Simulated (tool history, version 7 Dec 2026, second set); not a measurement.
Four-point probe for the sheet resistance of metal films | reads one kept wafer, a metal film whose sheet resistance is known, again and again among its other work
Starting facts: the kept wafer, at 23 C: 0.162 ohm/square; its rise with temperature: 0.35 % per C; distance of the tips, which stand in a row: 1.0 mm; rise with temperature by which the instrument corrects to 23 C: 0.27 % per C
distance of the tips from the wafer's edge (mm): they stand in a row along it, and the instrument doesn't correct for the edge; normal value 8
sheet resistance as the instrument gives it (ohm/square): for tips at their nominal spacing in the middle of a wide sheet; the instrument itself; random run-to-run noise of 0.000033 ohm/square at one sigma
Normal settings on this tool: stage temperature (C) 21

run	hour	stage temperature (C)	distance of the tips from the wafer's edge (mm)	sheet resistance as the instrument gives it (ohm/square)
1	0.0	21	8	0.163102
2	27.9	21	8	0.163102
3	61.7	21	8	0.163088
4	82.4	21	15	0.162142
5	109.6	21	15	0.162159
6	135.2	18	8	0.162683
7	157.4	18	8	0.162684
8	179.0	18	8	0.162692
9	202.4	18	8	0.162697
10	235.1	31	13	0.163499
11	265.0	31	13	0.163466
12	293.9	28	36	0.162671
13	309.8	28	36	0.162688
14	334.8	19	15	0.161912
15	358.3	24	9	0.163252
16	386.7	24	42	0.162191
17	417.9	21	68	0.161816
18	443.1	28	48	0.162689

Predict each of these 4 candidate next runs independently; none follows another, all start after run 18:
A	458.5	28	16	?
B	458.5	19	48	?
C	458.5	32	16	?
D	458.5	23	7	?

run	sheet resistance as the instrument gives it (ohm/square)
A	0.163024
B	0.161498
C	0.163475
D	0.163805
Stripped of hidden state, with their random variation kept, the same runs would have yielded:
run	sheet resistance as the instrument gives it (ohm/square)
A	0.163019
B	0.161493
C	0.163470
D	0.163800
